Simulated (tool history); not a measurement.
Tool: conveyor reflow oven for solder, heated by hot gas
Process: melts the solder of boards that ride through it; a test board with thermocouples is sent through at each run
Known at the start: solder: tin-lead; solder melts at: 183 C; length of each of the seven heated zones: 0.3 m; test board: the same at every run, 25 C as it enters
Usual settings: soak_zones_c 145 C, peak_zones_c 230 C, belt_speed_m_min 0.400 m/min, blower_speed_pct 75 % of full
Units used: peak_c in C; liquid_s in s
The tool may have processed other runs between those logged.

run	day	soak_zones_c	peak_zones_c	belt_speed_m_min	blower_speed_pct	peak_c	liquid_s
1	0.000	145	230	0.400	75	214.5	67.2
2	0.704	145	230	0.400	75	213.7	66.6
3	1.567	145	230	0.400	75	214.0	66.6
4	2.392	145	230	0.400	75	213.6	66.7
5	2.983	145	230	0.400	75	213.6	67.1
6	3.600	145	230	0.400	83	215.1	68.6
# day 4.350: thermocouples of zones 6 and 7 changed
7	4.367	145	230	0.400	83	215.2	68.8
8	4.979	145	230	0.400	71	213.0	65.9
9	5.946	132	234	0.400	71	213.9	60.9
# day 6.442: flux residue cleaned out of gas plates and filters
10	6.996	131	227	0.371	71	210.2	62.5
11	7.433	140	228	0.367	79	214.8	72.3
12	8.283	145	230	0.370	75	216.4	75.2
13	8.717	145	230	0.370	75	215.5	75.4
14	9.442	145	230	0.400	52	209.0	60.0
15	9.896	145	230	0.400	52	208.8	60.0

Branching from run 15: 3 alternative next runs. What would each branch give?
A	10.683	145	230	0.461	86	?	?
B	10.683	140	230	0.400	63	?	?
C	10.683	145	245	0.374	72	?	?

run	peak_c	liquid_s
A	212.2	55.2
B	210.4	60.7
C	228.0	83.9
With no hidden state in the tool, these same runs would have given:
run	peak_c	liquid_s
A	212.2	55.2
B	210.4	60.7
C	228.0	83.8
